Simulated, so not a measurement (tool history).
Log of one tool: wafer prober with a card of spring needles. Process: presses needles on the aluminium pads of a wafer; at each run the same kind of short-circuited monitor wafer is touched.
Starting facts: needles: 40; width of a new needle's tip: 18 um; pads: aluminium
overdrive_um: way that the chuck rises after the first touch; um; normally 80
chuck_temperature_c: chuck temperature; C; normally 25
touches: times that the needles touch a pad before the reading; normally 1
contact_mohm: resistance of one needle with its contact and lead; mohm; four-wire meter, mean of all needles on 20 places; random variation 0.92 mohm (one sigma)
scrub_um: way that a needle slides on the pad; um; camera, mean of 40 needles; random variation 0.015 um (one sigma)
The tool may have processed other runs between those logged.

run,hour,overdrive_um,chuck_temperature_c,touches,contact_mohm,scrub_um
1,0,80,25,1,201.2,13.88
# hour 2.9: tips cleaned on abrasive film
# hour 4.2: height of the first contact set anew
# hour 7.1: tips cleaned on abrasive film
# hour 12: tips cleaned on abrasive film
# hour 15.9: tips cleaned on abrasive film
# hour 20.7: tips cleaned on abrasive film
# hour 25.5: tips cleaned on abrasive film
# hour 29.4: tips cleaned on abrasive film
# hour 34.3: tips cleaned on abrasive film
2,36.3,80,25,1,203.5,13.63
# hour 38.3: tips cleaned on abrasive film
# hour 42.2: tips cleaned on abrasive film
# hour 47: tips cleaned on abrasive film
# hour 51.8: tips cleaned on abrasive film
# hour 56.7: tips cleaned on abrasive film
# hour 60.6: tips cleaned on abrasive film
# hour 65.4: tips cleaned on abrasive film
# hour 70.2: tips cleaned on abrasive film
# hour 74.1: tips cleaned on abrasive film
# hour 79: tips cleaned on abrasive film
# hour 82.9: tips cleaned on abrasive film
# hour 86.8: tips cleaned on abrasive film
# hour 91.6: tips cleaned on abrasive film
3,95.3,80,25,1,206.4,13.46
# hour 96.3: tips cleaned on abrasive film
# hour 101.2: tips cleaned on abrasive film
# hour 106: tips cleaned on abrasive film
# hour 110.8: tips cleaned on abrasive film
# hour 112.1: height of the first contact set anew
# hour 115: tips cleaned on abrasive film
# hour 119.9: tips cleaned on abrasive film
# hour 124.7: tips cleaned on abrasive film
# hour 128.6: tips cleaned on abrasive film
# hour 133.4: tips cleaned on abrasive film
# hour 138.3: tips cleaned on abrasive film
# hour 143.1: tips cleaned on abrasive film
# hour 147: tips cleaned on abrasive film
# hour 151.8: tips cleaned on abrasive film
# hour 155.7: tips cleaned on abrasive film
# hour 159.6: tips cleaned on abrasive film
4,161.1,80,25,1,202,14.05
# hour 164: tips cleaned on abrasive film
# hour 167.9: tips cleaned on abrasive film
# hour 172.8: tips cleaned on abrasive film
# hour 176.6: tips cleaned on abrasive film
# hour 181.5: tips cleaned on abrasive film
# hour 185.4: tips cleaned on abrasive film
# hour 190.2: tips cleaned on abrasive film
# hour 194.1: tips cleaned on abrasive film
# hour 198.9: tips cleaned on abrasive film
# hour 202.8: tips cleaned on abrasive film
5,206.3,80,30,1,207.9,13.89
# hour 207.4: tips cleaned on abrasive film
# hour 211.3: tips cleaned on abrasive film
# hour 216.1: tips cleaned on abrasive film
# hour 220.2: height of the first contact set anew
# hour 221.2: tips cleaned on abrasive film
# hour 225.1: tips cleaned on abrasive film
# hour 229: tips cleaned on abrasive film
# hour 233.8: tips cleaned on abrasive film
# hour 238.7: tips cleaned on abrasive film
# hour 243.5: tips cleaned on abrasive film
# hour 248.4: tips cleaned on abrasive film
# hour 253.2: tips cleaned on abrasive film
# hour 258: tips cleaned on abrasive film
# hour 261.9: tips cleaned on abrasive film
# hour 266.8: tips cleaned on abrasive film
# hour 270.6: tips cleaned on abrasive film
# hour 274.5: tips cleaned on abrasive film
# hour 279.4: tips cleaned on abrasive film
# hour 284.2: tips cleaned on abrasive film
6,285.7,80,30,1,203.6,13.99
# hour 288.6: tips cleaned on abrasive film
# hour 293.5: tips cleaned on abrasive film
# hour 298.3: tips cleaned on abrasive film
# hour 302.2: tips cleaned on abrasive film
# hour 307: tips cleaned on abrasive film
# hour 311.9: tips cleaned on abrasive film
# hour 315.8: tips cleaned on abrasive film
# hour 319.7: tips cleaned on abrasive film
# hour 324.5: tips cleaned on abrasive film
# hour 328.4: tips cleaned on abrasive film
# hour 328.7: height of the first contact set anew
# hour 333.5: tips cleaned on abrasive film
# hour 338.4: tips cleaned on abrasive film
# hour 343.2: tips cleaned on abrasive film
# hour 347.1: tips cleaned on abrasive film
# hour 351.9: tips cleaned on abrasive film
# hour 356.8: tips cleaned on abrasive film
# hour 361.6: tips cleaned on abrasive film
7,362.1,80,30,1,199.2,14.09
# hour 366: tips cleaned on abrasive film
# hour 369.9: tips cleaned on abrasive film
# hour 373.8: tips cleaned on abrasive film
# hour 378.6: tips cleaned on abrasive film
# hour 382.5: tips cleaned on abrasive film
# hour 387.3: tips cleaned on abrasive film
# hour 391.2: tips cleaned on abrasive film
# hour 395.1: tips cleaned on abrasive film
# hour 400: tips cleaned on abrasive film
# hour 404.8: tips cleaned on abrasive film
# hour 409.6: tips cleaned on abrasive film
# hour 414.5: tips cleaned on abrasive film
8,416.5,80,30,1,204.8,13.93
# hour 418.5: tips cleaned on abrasive film
# hour 422.4: tips cleaned on abrasive film
# hour 427.2: tips cleaned on abrasive film
# hour 431.1: tips cleaned on abrasive film
# hour 436: tips cleaned on abrasive film
# hour 437.2: height of the first contact set anew
# hour 440.2: tips cleaned on abrasive film
# hour 445: tips cleaned on abrasive film
# hour 449.8: tips cleaned on abrasive film
# hour 454.7: tips cleaned on abrasive film
# hour 458.6: tips cleaned on abrasive film
# hour 463.4: tips cleaned on abrasive film
# hour 468.2: tips cleaned on abrasive film
# hour 473.1: tips cleaned on abrasive film
9,473.9,80,25,1,200.4,14.06
# hour 477.8: tips cleaned on abrasive film
# hour 482.7: tips cleaned on abrasive film
# hour 486.6: tips cleaned on abrasive film
# hour 490.6: height of the first contact set anew, once more
# hour 491.7: tips cleaned on abrasive film
# hour 495.6: tips cleaned on abrasive film
# hour 500.4: tips cleaned on abrasive film
# hour 504.3: tips cleaned on abrasive film
# hour 509.1: tips cleaned on abrasive film
# hour 513: tips cleaned on abrasive film
# hour 517.9: tips cleaned on abrasive film
# hour 521.8: tips cleaned on abrasive film
# hour 526.6: tips cleaned on abrasive film
# hour 530.5: tips cleaned on abrasive film
# hour 535.3: tips cleaned on abrasive film
# hour 539.2: tips cleaned on abrasive film
# hour 544.1: tips cleaned on abrasive film
# hour 548.9: tips cleaned on abrasive film
# hour 552.8: tips cleaned on abrasive film
# hour 557.6: tips cleaned on abrasive film
10,557.8,63,89,1,218.6,10.93
# hour 561.7: tips cleaned on abrasive film
# hour 566.6: tips cleaned on abrasive film
# hour 571.4: tips cleaned on abrasive film
# hour 575.3: tips cleaned on abrasive film
# hour 579.2: tips cleaned on abrasive film
# hour 584: tips cleaned on abrasive film
# hour 588.9: tips cleaned on abrasive film
# hour 592.8: tips cleaned on abrasive film
# hour 597.6: tips cleaned on abrasive film
# hour 598.8: height of the first contact set anew
# hour 602.7: tips cleaned on abrasive film
11,603.6,87,27,2,197.2,15.36
# hour 607.5: tips cleaned on abrasive film
# hour 611.4: tips cleaned on abrasive film
# hour 616.2: tips cleaned on abrasive film
# hour 621.1: tips cleaned on abrasive film
# hour 625: tips cleaned on abrasive film
# hour 629.8: tips cleaned on abrasive film
# hour 634.6: tips cleaned on abrasive film
# hour 639.5: tips cleaned on abrasive film
# hour 644.3: tips cleaned on abrasive film
# hour 649.1: tips cleaned on abrasive film
# hour 654: tips cleaned on abrasive film
# hour 657.9: tips cleaned on abrasive film
# hour 662.7: tips cleaned on abrasive film
# hour 667.5: tips cleaned on abrasive film
# hour 672.4: tips cleaned on abrasive film
# hour 677.2: tips cleaned on abrasive film
12,678.7,90,79,1,211.3,15.7
# hour 681.6: tips cleaned on abrasive film
# hour 686.5: tips cleaned on abrasive film
# hour 691.3: tips cleaned on abrasive film
# hour 696.2: tips cleaned on abrasive film
# hour 701: tips cleaned on abrasive film
# hour 705.8: tips cleaned on abrasive film
# hour 707.1: height of the first contact set anew
# hour 711: tips cleaned on abrasive film
# hour 715.8: tips cleaned on abrasive film
# hour 719.7: tips cleaned on abrasive film
# hour 724.5: tips cleaned on abrasive film
# hour 729.4: tips cleaned on abrasive film
# hour 733.3: tips cleaned on abrasive film
# hour 738.1: tips cleaned on abrasive film
# hour 742.9: tips cleaned on abrasive film
# hour 747.8: tips cleaned on abrasive film
13,749.1,86,25,3,199.2,15.11

What would each run have given without the hidden state, its run-to-run variation left as it was?
Hidden conditions of the tool in this case: debris on the tips, nm; way that the needles fall short of the set height, um; tips' diameter, um; drift of the gauge itself on contact_mohm, %; drift of the gauge itself on scrub_um, %.
run,contact_mohm,scrub_um
1,196.2,14.18
2,195.8,14.17
3,195.7,14.18
4,196.3,14.19
5,197.5,14.15
6,196.9,14.18
7,195.7,14.18
8,195.7,14.17
9,195,14.15
10,212.7,11.13
11,194,15.38
12,205.4,15.91
13,195.5,15.24
